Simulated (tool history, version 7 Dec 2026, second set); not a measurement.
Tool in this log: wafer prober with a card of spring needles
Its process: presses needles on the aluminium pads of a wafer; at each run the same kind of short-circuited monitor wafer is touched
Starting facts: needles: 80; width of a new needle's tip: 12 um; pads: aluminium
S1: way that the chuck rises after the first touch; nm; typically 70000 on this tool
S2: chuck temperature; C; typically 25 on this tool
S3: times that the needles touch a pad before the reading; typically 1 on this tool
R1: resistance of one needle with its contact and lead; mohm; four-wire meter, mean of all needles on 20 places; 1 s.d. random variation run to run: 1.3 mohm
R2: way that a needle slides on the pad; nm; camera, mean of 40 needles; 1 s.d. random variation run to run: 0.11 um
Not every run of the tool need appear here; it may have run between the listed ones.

run   hour     S1  S2  S3   R1     R2
  1    0.0  70000  25   1  122  19100
       2.7  -- tips cleaned on abrasive film
      10.2  -- tips cleaned on abrasive film
      16.5  -- tips cleaned on abrasive film
  2   16.5  70000  25   1  103  18880
      23.7  -- tips cleaned on abrasive film
  3   28.5  70000  25   1  126  18780
      31.1  -- tips cleaned on abrasive film
      37.2  -- tips cleaned on abrasive film
      44.0  -- tips cleaned on abrasive film
      50.2  -- tips cleaned on abrasive film
  4   50.2  70000  25   2  103  18810
      57.2  -- tips cleaned on abrasive film
      64.3  -- tips cleaned on abrasive film
  5   64.8  70000  25   2  104  18660
      71.5  -- tips cleaned on abrasive film
  6   74.8  70000  25   2  112  18640
      77.6  -- tips cleaned on abrasive film
      84.3  -- tips cleaned on abrasive film
      91.9  -- tips cleaned on abrasive film
  7   94.2  70000  25   2  109  18650
      98.6  -- tips cleaned on abrasive film
     103.6  -- height of the first contact set anew
     105.2  -- tips cleaned on abrasive film
     112.1  -- tips cleaned on abrasive film
  8  117.0  70000  25   2  113  19370
     118.2  -- tips cleaned on abrasive film
     125.5  -- tips cleaned on abrasive film
     131.9  -- tips cleaned on abrasive film
  9  131.9  70000  25   2  102  19320
     139.1  -- tips cleaned on abrasive film
 10  144.4  70000  25   2  114  19290
     145.9  -- tips cleaned on abrasive film
     153.0  -- tips cleaned on abrasive film
     159.4  -- tips cleaned on abrasive film
 11  163.6  70000  25   1  123  19080
     166.7  -- tips cleaned on abrasive film
     173.8  -- tips cleaned on abrasive film
     180.7  -- tips cleaned on abrasive film
 12  186.7  70000  25   1  130  19000
     188.2  -- tips cleaned on abrasive film
     195.5  -- tips cleaned on abrasive film
     203.1  -- tips cleaned on abrasive film
 13  208.3  70000  28   1  125  18790
     209.9  -- tips cleaned on abrasive film
     216.7  -- tips cleaned on abrasive film
 14  222.5  67000  25   1  134  18040
     224.1  -- tips cleaned on abrasive film
     231.2  -- tips cleaned on abrasive film
 15  233.9  84000  25   1  119  22690
     238.0  -- tips cleaned on abrasive film
     245.0  -- tips cleaned on abrasive film
     251.6  -- tips cleaned on abrasive film
 16  253.2  60000  82   2  119  15910
     258.5  -- tips cleaned on abrasive film
     264.7  -- tips cleaned on abrasive film
 17  264.7  69000  28   2  103  18390
     271.3  -- tips cleaned on abrasive film
     278.2  -- tips cleaned on abrasive film
     285.5  -- tips cleaned on abrasive film
 18  288.3  54000  37   1  133  13980
     292.4  -- tips cleaned on abrasive film
     300.0  -- tips cleaned on abrasive film
     302.7  -- height of the first contact set anew
 19  304.9  54000  37   1  138  14990
     306.5  -- tips cleaned on abrasive film
     313.5  -- tips cleaned on abrasive film
 20  317.4  90000  80   1  122  24740
     320.0  -- tips cleaned on abrasive film
     327.4  -- tips cleaned on abrasive film
     333.5  -- tips cleaned on abrasive film
 21  333.5  90000  80   1  110  24860
     340.1  -- tips cleaned on abrasive film
     347.2  -- tips cleaned on abrasive film
 22  350.3  90000  80   1  117  24730
     354.3  -- tips cleaned on abrasive film
     360.8  -- tips cleaned on abrasive film
 23  365.9  90000  80   1  124  24630
     367.5  -- tips cleaned on abrasive film
     373.8  -- tips cleaned on abrasive film
     380.7  -- tips cleaned on abrasive film
 24  382.1  90000  80   1  111  24550
     387.9  -- tips cleaned on abrasive film
     394.1  -- tips cleaned on abrasive film
 25  394.7  66000  39   1  109  17910
     400.2  -- tips cleaned on abrasive film
 26  405.0  69000  63   1  134  18630
     406.6  -- tips cleaned on abrasive film
     413.7  -- tips cleaned on abrasive film
     420.9  -- tips cleaned on abrasive film
 27  426.6  72000  75   2  123  19480
     428.1  -- tips cleaned on abrasive film
     435.7  -- tips cleaned on abrasive film
     442.9  -- tips cleaned on abrasive film
     449.1  -- tips cleaned on abrasive film
 28  449.1  52000  25   1  109  13690
     455.1  -- tips cleaned on abrasive film
     462.2  -- tips cleaned on abrasive film
     468.3  -- tips cleaned on abrasive film
 29  469.3  52000  25   1  119  13680
     475.4  -- tips cleaned on abrasive film
     482.7  -- tips cleaned on abrasive film
 30  487.9  52000  25   1  153  13610

For some of the steps in R1 from one run to the next: how much would appear even if the tool had no hidden state, given the settings, what came in and random variation, and how much remains for the hidden state plus any gauge scatter that the measured result and the result without hidden state don't share?
Hidden conditions of the tool in this case: debris on the tips, nm; way that the needles fall short of the set height, um; tips' diameter, um; drift of the gauge itself on contact_mohm, %; drift of the gauge itself on scrub_um, %.
Run 3 -> 4: S3 1 -> 2, tips cleaned on abrasive film, tips cleaned on abrasive film, tips cleaned on abrasive film, tips cleaned on abrasive film. R1 -23 mohm: hidden state -21, all else -2.
Run 17 -> 18: S1 69000 -> 54000, S2 28 -> 37, S3 2 -> 1, tips cleaned on abrasive film, tips cleaned on abrasive film, tips cleaned on abrasive film. R1 +30 mohm: hidden state +29, all else +1.
Run 25 -> 26: S1 66000 -> 69000, S2 39 -> 63, tips cleaned on abrasive film. R1 +25 mohm: hidden state +20, all else +5.
Run 29 -> 30: tips cleaned on abrasive film, tips cleaned on abrasive film. R1 +34 mohm: hidden state +36, all else -2.
